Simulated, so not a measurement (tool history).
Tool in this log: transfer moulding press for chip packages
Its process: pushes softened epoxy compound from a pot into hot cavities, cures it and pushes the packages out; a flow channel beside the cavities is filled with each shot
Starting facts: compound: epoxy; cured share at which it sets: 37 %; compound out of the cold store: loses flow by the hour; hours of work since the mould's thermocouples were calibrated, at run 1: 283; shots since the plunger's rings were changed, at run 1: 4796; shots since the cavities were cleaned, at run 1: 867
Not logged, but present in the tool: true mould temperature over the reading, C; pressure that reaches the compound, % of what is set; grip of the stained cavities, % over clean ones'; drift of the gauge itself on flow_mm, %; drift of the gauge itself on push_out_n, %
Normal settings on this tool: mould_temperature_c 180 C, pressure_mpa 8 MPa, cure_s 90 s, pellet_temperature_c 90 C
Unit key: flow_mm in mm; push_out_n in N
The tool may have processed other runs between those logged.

run   hour  mould_temperature_c  pressure_mpa  cure_s  pellet_temperature_c  hours of work since the mould's thermocouples were calibrated  shots since the plunger's rings were changed  shots since the cavities were cleaned  incoming compound's hours out of the cold store  flow_mm  push_out_n
  1      0                  180             8      90                    90                                                            283                                          4796                                    867                                             41.6      499         473
  2    4.6                  180             8      90                    90                                                            286                                          4872                                    943                                             18.9      556         492
       9.2  -- cavities cleaned with cleaning compound and waxed
  3   14.5                  180             8      90                    90                                                            293                                          5011                                     88                                             32.2      533         461
  4   20.3                  180             8      88                    90                                                            298                                          5108                                    185                                             15.4      573         512
  5   25.5                  180             8      90                    90                                                            302                                          5195                                    272                                             23.6      549         464
  6   32.8                  180             8      90                    90                                                            307                                          5315                                    392                                             15.9      568         469
  7   39.6                  180             8      90                    84                                                            313                                          5428                                    505                                             12.2      587         489
  8   46.3                  180             8      90                    84                                                            318                                          5539                                    616                                               24      548         475
  9   55.6                  180             8      90                    84                                                            326                                          5693                                    770                                              8.7      581         515
 10   65.4                  180             8      90                    84                                                            333                                          5856                                    933                                             38.9      507         452
      70.2  -- cavities cleaned with cleaning compound and waxed
 11   74.9                  180             8      90                    84                                                            340                                          5989                                     78                                             16.6      576         497
 12   80.2                  180             8      90                    90                                                            344                                          6077                                    166                                             10.5      574         480
      84.7  -- plunger's sealing rings changed
 13   88.3                  180             8      90                    90                                                            348                                            60                                    260                                             29.8      532         454
 14   96.4                  180             8      90                    90                                                            355                                           193                                    393                                                8      593         478
 15  100.6                  180          8.61      90                    90                                                            358                                           264                                    464                                             25.7      563         477
 16  108.9                  177          8.82     105                    90                                                            365                                           402                                    602                                             28.7      571         426
 17  113.4                  178          7.27     127                    90                                                            368                                           475                                    675                                             29.9      515         345
 18  120.1                  184          7.05     116                    82                                                            374                                           588                                    788                                             21.7      507         344
 19  125.9                  182          7.88     123                    82                                                            378                                           684                                    884                                             30.9      515         344
     133.7  -- cavities cleaned with cleaning compound and waxed
 20  135.6                  181          9.94     123                    82                                                            385                                           820                                     32                                               38      574         335
 21  140.7                  181          6.02     120                    82                                                            389                                           904                                    116                                             11.9      504         352
 22    145                  175             8      90                    88                                                            392                                           975                                    187                                             19.2      567         701
 23  154.5                  175             8      90                    88                                                            400                                          1134                                    346                                             22.3      570         676
 24  161.7                  179          7.64      85                    91                                                            405                                          1253                                    465                                             45.1      488         502
 25  169.7                  179             8     128                    93                                                            412                                          1386                                    598                                             14.2      581         359
 26  179.1                  178             8      90                    92                                                            419                                          1543                                    755                                             44.3      504         498
 27  186.5                  178             8      90                    92                                                            425                                          1666                                    878                                             29.9      536         521

Branching from run 27: 3 alternative next runs. What would each branch give?
  A  191.2                  186          7.85      90                    93                                                            429                                          1744                                    956                                             11.9        ?           ?
  B  191.2                  178          7.88      90                    92                                                            429                                          1744                                    956                                             46.3        ?           ?
  C  191.2                  176             8     104                    90                                                            429                                          1744                                    956                                             22.2        ?           ?

run  flow_mm  push_out_n
  A      555         372
  B      499         484
  C      558         456
With no hidden state in the tool, these same runs would have given:
run  flow_mm  push_out_n
  A      555         369
  B      499         480
  C      558         452

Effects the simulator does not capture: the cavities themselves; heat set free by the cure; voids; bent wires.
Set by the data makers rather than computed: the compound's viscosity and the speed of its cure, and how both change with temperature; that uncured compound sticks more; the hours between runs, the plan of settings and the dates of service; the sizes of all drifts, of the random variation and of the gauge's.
